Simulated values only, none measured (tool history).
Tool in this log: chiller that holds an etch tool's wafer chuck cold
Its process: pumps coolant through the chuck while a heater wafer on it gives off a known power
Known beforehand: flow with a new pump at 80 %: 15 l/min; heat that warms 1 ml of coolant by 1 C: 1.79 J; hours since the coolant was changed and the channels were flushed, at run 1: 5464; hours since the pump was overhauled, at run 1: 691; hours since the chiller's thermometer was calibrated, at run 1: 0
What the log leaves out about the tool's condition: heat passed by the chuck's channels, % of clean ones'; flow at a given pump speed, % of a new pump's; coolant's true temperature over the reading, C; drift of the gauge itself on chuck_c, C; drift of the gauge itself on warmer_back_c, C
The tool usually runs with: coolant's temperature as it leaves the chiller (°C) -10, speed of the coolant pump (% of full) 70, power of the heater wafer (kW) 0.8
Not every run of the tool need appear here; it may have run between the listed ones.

run    hour  coolant's temperature as it leaves the chiller (°C)  speed of the coolant pump (% of full)  power of the heater wafer (kW)  hours since the coolant was changed and the channels were flushed  hours since the pump was overhauled  hours since the chiller's thermometer was calibrated  chuck's temperature once it has settled (°C)  how much warmer the coolant comes back (C)
  1       0                                                  -10                                     70                             0.8                                                               5464                                  691                                                     0                                          -2.1                                        2.08
  2   162.7                                                  -10                                     70                           0.486                                                               5626                                  854                                                   163                                          -5.2                                        1.28
  3     289                                                  -10                                     70                            0.79                                                               5753                                  980                                                   289                                          -2.1                                        2.03
  4   432.5                                                   -6                                     70                            0.79                                                               5896                                 1124                                                   433                                           2.1                                           2
  5   596.6                                                   -6                                     70                            0.79                                                               6060                                 1288                                                   597                                             2                                        2.03
  6   685.2                                                  -10                                     63                             0.8                                                               6149                                 1377                                                   685                                          -0.9                                        2.31
      772.5  -- coolant changed, channels flushed
  7   845.9                                                  -10                                     63                             0.8                                                                 73                                 1531                                                   840                                          -1.7                                         2.3
  8  1005.6                                                  -16                                     70                             0.8                                                                233                                 1691                                                  1000                                          -8.3                                        2.11
  9  1145.1                                                  -16                                     70                             0.8                                                                373                                 1830                                                  1139                                          -8.5                                        2.08
 10  1229.3                                                  -10                                     64                             0.8                                                                457                                 1915                                                  1223                                          -1.8                                        2.29
 11  1310.1                                                  -10                                     64                             0.8                                                                538                                 1995                                                  1304                                          -1.9                                        2.25
 12    1465                                                  -10                                     64                             0.8                                                                692                                 2150                                                  1459                                          -1.7                                        2.28
 13  1543.5                                                  -10                                     64                             0.8                                                                771                                 2229                                                  1538                                          -1.6                                        2.27
 14  1626.6                                                  -11                                     67                           0.867                                                                854                                 2312                                                  1621                                          -2.3                                        2.39
 15  1734.2                                                  -11                                     67                           0.867                                                                962                                 2419                                                  1728                                          -2.2                                        2.37
 16  1879.4                                                  -12                                     70                           1.087                                                               1107                                 2565                                                  1873                                          -1.2                                        2.89
 17  2054.5                                                  -12                                     70                           1.087                                                               1282                                 2740                                                  2049                                          -1.3                                        2.93
 18  2172.4                                                   -4                                     72                           0.461                                                               1400                                 2858                                                  2166                                           0.7                                        1.15
 19  2253.6                                                   -4                                     72                           0.461                                                               1481                                 2939                                                  2248                                           0.7                                        1.25
 20  2400.8                                                  -10                                     83                           0.632                                                               1628                                 3086                                                  2395                                          -4.4                                        1.43

Predict the results of run 21:
 21  2552.2                                                  -10                                     83                           0.795                                                               1780                                 3238                                                  2546                                             ?                                           ?

Logged for run 21: chuck's temperature once it has settled (°C) -3, how much warmer the coolant comes back (C) 1.83.
Were there no unlogged condition in the tool, this run, its random variation unchanged, would have produced chuck's temperature once it has settled (°C) -3.8, how much warmer the coolant comes back (C) 1.72.
